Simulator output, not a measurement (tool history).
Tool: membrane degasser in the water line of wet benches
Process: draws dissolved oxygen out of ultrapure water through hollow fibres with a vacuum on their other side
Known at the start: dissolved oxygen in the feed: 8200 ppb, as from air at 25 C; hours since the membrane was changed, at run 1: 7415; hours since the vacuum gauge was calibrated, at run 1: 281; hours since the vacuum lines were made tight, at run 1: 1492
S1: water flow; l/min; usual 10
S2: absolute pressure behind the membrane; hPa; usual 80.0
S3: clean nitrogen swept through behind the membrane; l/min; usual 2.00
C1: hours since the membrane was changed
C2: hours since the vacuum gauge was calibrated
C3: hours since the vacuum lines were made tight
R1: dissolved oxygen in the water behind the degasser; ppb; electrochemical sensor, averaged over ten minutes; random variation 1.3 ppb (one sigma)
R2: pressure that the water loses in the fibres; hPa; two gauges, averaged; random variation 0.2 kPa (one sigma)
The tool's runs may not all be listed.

run    hour  S1     S2    S3     C1    C2    C3     R1     R2
  1     0.0  10   80.0  2.00   7415   281  1492  122.7  418.0
  2    98.5  10   80.0  2.00   7513   379  1591  122.6  422.7
  3   292.3  10   86.8  2.00   7707   573  1784  129.2  421.9
  4   394.0  10   86.8  2.00   7809   675  1886  132.2  422.1
  5   487.3  10   80.0  2.00   7902   768  1979  123.6  422.7
  6   569.1  10   80.0  2.00   7984   850  2061  123.5  425.4
  7   743.6  10   80.0  2.00   8158  1025  2236  120.2  427.4
  8   824.2  10   80.0  2.00   8239  1105  2316  121.2  425.5
  9   949.7  10   80.0  2.00   8364  1231  2442  122.9  426.4
 10  1110.3  10   80.0  2.00   8525  1391  2602  121.8  426.6
 11  1201.7  10   80.0  3.00   8616  1483  2694  102.2  425.1
 12  1281.6  10   80.0  3.00   8696  1563  2774  101.5  429.8
 13  1462.6  10   80.0  3.35   8877  1744  2955   99.9  426.8
 14  1583.5  10   80.0  3.35   8998  1865  3076   98.8  430.9
 15  1682.9  10   80.0  3.35   9097  1964  3175   99.9  431.4
 16  1794.4  10  112.8  3.35   9209  2075  3287  122.0  432.7
     1938.8  -- gauge calibrated
 17  1979.1  10  132.3  3.35   9394  2260  3471  140.1  420.9
 18  2134.7  10  132.3  3.35   9549  2416  3627  135.9  424.0
 19  2321.3  10  132.3  3.35   9736  2602  3813  137.3  421.7
 20  2487.4  10   95.2  2.00   9902  2768  3979  141.9  420.4
 21  2598.2  10   95.2  2.00  10013  2879  4090  143.1  424.7
 22  2708.4   8   83.3  3.73  10123  2989  4201   74.2  341.9
 23  2821.1   8  180.5  2.00  10236  3102  4313  186.1  338.0
 24  3006.5  10  135.7  2.00  10421  3287  4499  188.4  423.9
 25  3198.4  10  197.4  2.00  10613  3479  4691  254.1  429.2
 26  3372.8  10  197.4  2.00  10787  3654  4865  256.7  428.8
 27  3514.8  10   50.1  2.00  10929  3796  5007   86.2  431.8
 28  3592.7  10   50.1  2.00  11007  3874  5085   85.6  428.4
 29  3767.0   8   80.0  4.68  11182  4048  5259   66.2  345.5
 30  3911.2   8   80.0  4.68  11326  4192  5403   66.6  343.1
 31  4054.4  10   84.8  2.00  11469  4335  5546  130.3  434.4
 32  4190.2  12   80.0  2.24  11605  4471  5682  143.6  524.9
 33  4273.8   8  124.9  0.86  11688  4555  5766  243.6  347.2

3 ways to go on from here, each from the tool as it stands after run 33. What would each give?
  A  4375.7   9  111.4  3.94  11790  4657  5868   ?   ?
  B  4375.7   9   80.0  1.11  11790  4657  5868   ?   ?
  C  4375.7  10   94.2  2.00  11790  4657  5868   ?   ?

run     R1     R2
  A   99.7  390.6
  B  147.1  390.3
  C  139.2  437.6
Without the tool's hidden state the same runs would have given:
run     R1     R2
  A   99.4  376.1
  B  146.8  375.8
  C  138.9  421.4

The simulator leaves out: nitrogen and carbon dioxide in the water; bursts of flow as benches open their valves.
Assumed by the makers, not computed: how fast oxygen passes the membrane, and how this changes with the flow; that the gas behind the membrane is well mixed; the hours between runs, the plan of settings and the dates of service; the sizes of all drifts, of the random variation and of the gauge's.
